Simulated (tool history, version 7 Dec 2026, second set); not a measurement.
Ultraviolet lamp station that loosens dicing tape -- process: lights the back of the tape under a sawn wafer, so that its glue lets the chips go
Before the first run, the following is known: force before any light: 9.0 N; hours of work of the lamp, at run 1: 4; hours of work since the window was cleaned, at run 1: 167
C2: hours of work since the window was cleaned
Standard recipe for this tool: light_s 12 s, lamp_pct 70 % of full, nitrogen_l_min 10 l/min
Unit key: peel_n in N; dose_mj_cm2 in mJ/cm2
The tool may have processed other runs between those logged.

run 1 hour=0 | light_s=12 lamp_pct=70 nitrogen_l_min=10 | hours_of_work_of_the_lamp=4 C2=167 | peel_n=0.831 dose_mj_cm2=256
run 2 hour=14.2 | light_s=12 lamp_pct=92 nitrogen_l_min=10 | hours_of_work_of_the_lamp=10 C2=173 | peel_n=0.417 dose_mj_cm2=338
run 3 hour=27.8 | light_s=12 lamp_pct=65 nitrogen_l_min=10 | hours_of_work_of_the_lamp=16 C2=178 | peel_n=1.024 dose_mj_cm2=239
run 4 hour=44.1 | light_s=12 lamp_pct=65 nitrogen_l_min=10 | hours_of_work_of_the_lamp=22 C2=185 | peel_n=0.995 dose_mj_cm2=234
run 5 hour=56.9 | light_s=14 lamp_pct=70 nitrogen_l_min=10 | hours_of_work_of_the_lamp=28 C2=191 | peel_n=0.608 dose_mj_cm2=296
run 6 hour=71.6 | light_s=14 lamp_pct=70 nitrogen_l_min=10 | hours_of_work_of_the_lamp=34 C2=197 | peel_n=0.606 dose_mj_cm2=299
run 7 hour=90 | light_s=14 lamp_pct=79 nitrogen_l_min=10 | hours_of_work_of_the_lamp=41 C2=204 | peel_n=0.438 dose_mj_cm2=334
run 8 hour=108.6 | light_s=14 lamp_pct=79 nitrogen_l_min=10 | hours_of_work_of_the_lamp=49 C2=212 | peel_n=0.443 dose_mj_cm2=333
-- hour=110.8 window cleaned of glue's vapour
run 9 hour=127 | light_s=14 lamp_pct=79 nitrogen_l_min=10 | hours_of_work_of_the_lamp=56 C2=7 | peel_n=0.478 dose_mj_cm2=321
run 10 hour=140.8 | light_s=14 lamp_pct=79 nitrogen_l_min=10 | hours_of_work_of_the_lamp=62 C2=12 | peel_n=0.479 dose_mj_cm2=324
run 11 hour=158.9 | light_s=14 lamp_pct=79 nitrogen_l_min=10 | hours_of_work_of_the_lamp=70 C2=20 | peel_n=0.48 dose_mj_cm2=318
run 12 hour=170.3 | light_s=14 lamp_pct=79 nitrogen_l_min=10 | hours_of_work_of_the_lamp=74 C2=25 | peel_n=0.496 dose_mj_cm2=318
run 13 hour=182.7 | light_s=14 lamp_pct=79 nitrogen_l_min=10 | hours_of_work_of_the_lamp=79 C2=30 | peel_n=0.489 dose_mj_cm2=317
-- hour=191.1 window cleaned of glue's vapour, once more
run 14 hour=193.7 | light_s=12 lamp_pct=70 nitrogen_l_min=10 | hours_of_work_of_the_lamp=84 C2=1 | peel_n=0.795 dose_mj_cm2=268
run 15 hour=205 | light_s=8 lamp_pct=70 nitrogen_l_min=20 | hours_of_work_of_the_lamp=89 C2=6 | peel_n=1.345 dose_mj_cm2=176
run 16 hour=222.3 | light_s=9 lamp_pct=74 nitrogen_l_min=16 | hours_of_work_of_the_lamp=96 C2=13 | peel_n=0.988 dose_mj_cm2=206
run 17 hour=238 | light_s=11 lamp_pct=69 nitrogen_l_min=17 | hours_of_work_of_the_lamp=102 C2=19 | peel_n=0.729 dose_mj_cm2=242
run 18 hour=252.7 | light_s=10 lamp_pct=90 nitrogen_l_min=10 | hours_of_work_of_the_lamp=108 C2=25 | peel_n=0.682 dose_mj_cm2=277
run 19 hour=264.6 | light_s=12 lamp_pct=95 nitrogen_l_min=10 | hours_of_work_of_the_lamp=113 C2=30 | peel_n=0.377 dose_mj_cm2=350
run 20 hour=274 | light_s=11 lamp_pct=65 nitrogen_l_min=8 | hours_of_work_of_the_lamp=117 C2=34 | peel_n=1.254 dose_mj_cm2=222
run 21 hour=285 | light_s=24 lamp_pct=70 nitrogen_l_min=10 | hours_of_work_of_the_lamp=122 C2=39 | peel_n=0.121 dose_mj_cm2=517
run 22 hour=296 | light_s=22 lamp_pct=81 nitrogen_l_min=7 | hours_of_work_of_the_lamp=126 C2=43 | peel_n=0.131 dose_mj_cm2=550
run 23 hour=308.6 | light_s=8 lamp_pct=74 nitrogen_l_min=8 | hours_of_work_of_the_lamp=131 C2=49 | peel_n=1.87 dose_mj_cm2=179
run 24 hour=319.6 | light_s=8 lamp_pct=64 nitrogen_l_min=15 | hours_of_work_of_the_lamp=136 C2=53 | peel_n=1.803 dose_mj_cm2=160
run 25 hour=335.9 | light_s=9 lamp_pct=61 nitrogen_l_min=4 | hours_of_work_of_the_lamp=143 C2=60 | peel_n=2.799 dose_mj_cm2=170
run 26 hour=344.4 | light_s=9 lamp_pct=61 nitrogen_l_min=4 | hours_of_work_of_the_lamp=146 C2=63 | peel_n=2.868 dose_mj_cm2=168
run 27 hour=355.8 | light_s=23 lamp_pct=70 nitrogen_l_min=3 | hours_of_work_of_the_lamp=151 C2=68 | peel_n=0.46 dose_mj_cm2=492

Predict each of these 3 candidate next runs independently; none follows another, all start after run 27:
run A hour=373.4 | light_s=13 lamp_pct=84 nitrogen_l_min=10 | hours_of_work_of_the_lamp=158 C2=75 | peel_n=? dose_mj_cm2=?
run B hour=373.4 | light_s=12 lamp_pct=61 nitrogen_l_min=10 | hours_of_work_of_the_lamp=158 C2=75 | peel_n=? dose_mj_cm2=?
run C hour=373.4 | light_s=18 lamp_pct=70 nitrogen_l_min=18 | hours_of_work_of_the_lamp=158 C2=75 | peel_n=? dose_mj_cm2=?

run=A peel_n=0.442 dose_mj_cm2=333
run=B peel_n=1.158 dose_mj_cm2=223
run=C peel_n=0.192 dose_mj_cm2=387
Take away the tool's hidden state, keep each run's random variation, and the runs would have read:
run=A peel_n=0.368 dose_mj_cm2=355
run=B peel_n=1.009 dose_mj_cm2=238
run=C peel_n=0.159 dose_mj_cm2=413
